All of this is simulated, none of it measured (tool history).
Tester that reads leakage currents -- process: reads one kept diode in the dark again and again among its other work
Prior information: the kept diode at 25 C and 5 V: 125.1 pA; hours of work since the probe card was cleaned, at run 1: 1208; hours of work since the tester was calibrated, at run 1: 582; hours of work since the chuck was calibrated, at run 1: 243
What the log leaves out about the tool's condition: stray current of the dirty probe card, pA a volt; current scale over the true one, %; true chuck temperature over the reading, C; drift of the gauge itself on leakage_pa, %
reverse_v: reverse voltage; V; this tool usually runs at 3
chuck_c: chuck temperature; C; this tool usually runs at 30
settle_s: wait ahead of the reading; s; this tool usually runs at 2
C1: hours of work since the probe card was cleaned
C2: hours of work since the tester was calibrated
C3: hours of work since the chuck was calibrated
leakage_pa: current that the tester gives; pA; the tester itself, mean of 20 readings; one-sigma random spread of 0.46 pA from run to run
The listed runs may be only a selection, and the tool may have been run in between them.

{"run": 1, "hour": 0.0, "reverse_v": 3, "chuck_c": 30, "settle_s": 2, "C1": 1208, "C2": 582, "C3": 243, "leakage_pa": 151.75}
{"run": 2, "hour": 92.0, "reverse_v": 3, "chuck_c": 30, "settle_s": 2, "C1": 1247, "C2": 620, "C3": 282, "leakage_pa": 151.93}
{"run": 3, "hour": 165.9, "reverse_v": 3, "chuck_c": 30, "settle_s": 2, "C1": 1278, "C2": 651, "C3": 313, "leakage_pa": 151.48}
{"run": 4, "hour": 234.1, "reverse_v": 3, "chuck_c": 26, "settle_s": 2, "C1": 1306, "C2": 680, "C3": 341, "leakage_pa": 109.13}
{"run": 5, "hour": 319.4, "reverse_v": 3, "chuck_c": 30, "settle_s": 2, "C1": 1342, "C2": 716, "C3": 377, "leakage_pa": 151.33}
{"run": 6, "hour": 372.7, "reverse_v": 3, "chuck_c": 30, "settle_s": 2, "C1": 1364, "C2": 738, "C3": 399, "leakage_pa": 151.08}
{"run": 7, "hour": 453.2, "reverse_v": 3, "chuck_c": 30, "settle_s": 2, "C1": 1398, "C2": 772, "C3": 433, "leakage_pa": 151.13}
{"run": 8, "hour": 555.6, "reverse_v": 3, "chuck_c": 30, "settle_s": 2, "C1": 1441, "C2": 815, "C3": 476, "leakage_pa": 151.39}
{"run": 9, "hour": 632.9, "reverse_v": 3, "chuck_c": 31, "settle_s": 2, "C1": 1473, "C2": 847, "C3": 508, "leakage_pa": 164.16}
{"run": 10, "hour": 736.3, "reverse_v": 3, "chuck_c": 31, "settle_s": 2, "C1": 1517, "C2": 890, "C3": 552, "leakage_pa": 164.12}
{"run": 11, "hour": 825.1, "reverse_v": 3, "chuck_c": 52, "settle_s": 2, "C1": 1554, "C2": 927, "C3": 589, "leakage_pa": 783.91}
{"run": 12, "hour": 870.3, "reverse_v": 3, "chuck_c": 52, "settle_s": 2, "C1": 1573, "C2": 946, "C3": 608, "leakage_pa": 784.61}
{"run": 13, "hour": 914.8, "reverse_v": 3, "chuck_c": 52, "settle_s": 2, "C1": 1592, "C2": 965, "C3": 627, "leakage_pa": 787.84}
{"run": 14, "hour": 958.0, "reverse_v": 1.5, "chuck_c": 30, "settle_s": 2, "C1": 1610, "C2": 983, "C3": 645, "leakage_pa": 111.96}
{"run": 15, "hour": 1056.5, "reverse_v": 1.5, "chuck_c": 30, "settle_s": 2, "C1": 1651, "C2": 1024, "C3": 686, "leakage_pa": 111.93}
{"run": 16, "hour": 1146.2, "reverse_v": 1.5, "chuck_c": 30, "settle_s": 2, "C1": 1689, "C2": 1062, "C3": 724, "leakage_pa": 112.39}
{"hour": 1232.6, "done": "chuck's temperature calibrated"}
{"run": 17, "hour": 1233.1, "reverse_v": 1.5, "chuck_c": 30, "settle_s": 2, "C1": 1724, "C2": 1098, "C3": 0, "leakage_pa": 111.68}
{"run": 18, "hour": 1282.0, "reverse_v": 1.5, "chuck_c": 30, "settle_s": 2, "C1": 1745, "C2": 1118, "C3": 21, "leakage_pa": 111.63}
{"run": 19, "hour": 1373.4, "reverse_v": 1.5, "chuck_c": 30, "settle_s": 2, "C1": 1783, "C2": 1156, "C3": 59, "leakage_pa": 111.27}
{"run": 20, "hour": 1464.9, "reverse_v": 1.5, "chuck_c": 30, "settle_s": 2, "C1": 1821, "C2": 1195, "C3": 97, "leakage_pa": 111.98}
{"run": 21, "hour": 1527.6, "reverse_v": 1.5, "chuck_c": 30, "settle_s": 2, "C1": 1847, "C2": 1221, "C3": 124, "leakage_pa": 111.52}
{"run": 22, "hour": 1623.0, "reverse_v": 3, "chuck_c": 24, "settle_s": 1, "C1": 1887, "C2": 1261, "C3": 164, "leakage_pa": 92.96}
{"run": 23, "hour": 1691.5, "reverse_v": 12.45, "chuck_c": 28, "settle_s": 2, "C1": 1916, "C2": 1290, "C3": 192, "leakage_pa": 240.55}
{"run": 24, "hour": 1738.7, "reverse_v": 12.45, "chuck_c": 28, "settle_s": 2, "C1": 1936, "C2": 1309, "C3": 212, "leakage_pa": 239.43}
{"run": 25, "hour": 1794.0, "reverse_v": 3, "chuck_c": 28, "settle_s": 2, "C1": 1959, "C2": 1333, "C3": 235, "leakage_pa": 128.12}
{"run": 26, "hour": 1872.4, "reverse_v": 6.47, "chuck_c": 49, "settle_s": 1.36, "C1": 1992, "C2": 1365, "C3": 268, "leakage_pa": 892.32}
{"run": 27, "hour": 1943.9, "reverse_v": 6.47, "chuck_c": 49, "settle_s": 1.36, "C1": 2022, "C2": 1395, "C3": 298, "leakage_pa": 885.24}
{"run": 28, "hour": 2002.3, "reverse_v": 7.29, "chuck_c": 30, "settle_s": 3.15, "C1": 2046, "C2": 1420, "C3": 322, "leakage_pa": 222.67}
{"run": 29, "hour": 2056.1, "reverse_v": 15.97, "chuck_c": 28, "settle_s": 1.23, "C1": 2069, "C2": 1442, "C3": 345, "leakage_pa": 270.35}
{"run": 30, "hour": 2102.2, "reverse_v": 15.97, "chuck_c": 28, "settle_s": 1.23, "C1": 2088, "C2": 1462, "C3": 364, "leakage_pa": 270.01}
{"run": 31, "hour": 2193.4, "reverse_v": 3, "chuck_c": 23, "settle_s": 6.58, "C1": 2126, "C2": 1500, "C3": 402, "leakage_pa": 84.81}
{"run": 32, "hour": 2297.3, "reverse_v": 1.25, "chuck_c": 30, "settle_s": 1.89, "C1": 2170, "C2": 1543, "C3": 446, "leakage_pa": 103.51}
{"run": 33, "hour": 2341.7, "reverse_v": 3.36, "chuck_c": 34, "settle_s": 1.89, "C1": 2188, "C2": 1562, "C3": 465, "leakage_pa": 219.06}
{"run": 34, "hour": 2433.5, "reverse_v": 1.27, "chuck_c": 41, "settle_s": 8.88, "C1": 2227, "C2": 1600, "C3": 503, "leakage_pa": 244.36}
{"run": 35, "hour": 2528.7, "reverse_v": 2.96, "chuck_c": 30, "settle_s": 2, "C1": 2267, "C2": 1640, "C3": 543, "leakage_pa": 150.39}
{"run": 36, "hour": 2574.9, "reverse_v": 2.39, "chuck_c": 22, "settle_s": 1.63, "C1": 2286, "C2": 1660, "C3": 562, "leakage_pa": 70.93}
{"run": 37, "hour": 2618.5, "reverse_v": 1.36, "chuck_c": 21, "settle_s": 2, "C1": 2304, "C2": 1678, "C3": 581, "leakage_pa": 51.11}

Each row is a separate what-if for the run after 37, all from the same tool condition, not one after another. Results?
{"run": "A", "hour": 2682.9, "reverse_v": 1.8, "chuck_c": 30, "settle_s": 2, "C1": 2331, "C2": 1705, "C3": 608, "leakage_pa": "?"}
{"run": "B", "hour": 2682.9, "reverse_v": 1.36, "chuck_c": 32, "settle_s": 2, "C1": 2331, "C2": 1705, "C3": 608, "leakage_pa": "?"}
{"run": "C", "hour": 2682.9, "reverse_v": 3, "chuck_c": 53, "settle_s": 2, "C1": 2331, "C2": 1705, "C3": 608, "leakage_pa": "?"}
{"run": "D", "hour": 2682.9, "reverse_v": 1.36, "chuck_c": 42, "settle_s": 1.21, "C1": 2331, "C2": 1705, "C3": 608, "leakage_pa": "?"}
{"run": "E", "hour": 2682.9, "reverse_v": 6.56, "chuck_c": 27, "settle_s": 2.72, "C1": 2331, "C2": 1705, "C3": 608, "leakage_pa": "?"}

run=A leakage_pa=120.99
run=B leakage_pa=126.01
run=C leakage_pa=843.86
run=D leakage_pa=272.73
run=E leakage_pa=167.06
The same runs, with their run-to-run variation unchanged, on a tool lacking any hidden condition would have given:
run=A leakage_pa=120.84
run=B leakage_pa=125.85
run=C leakage_pa=842.96
run=D leakage_pa=272.42
run=E leakage_pa=166.81

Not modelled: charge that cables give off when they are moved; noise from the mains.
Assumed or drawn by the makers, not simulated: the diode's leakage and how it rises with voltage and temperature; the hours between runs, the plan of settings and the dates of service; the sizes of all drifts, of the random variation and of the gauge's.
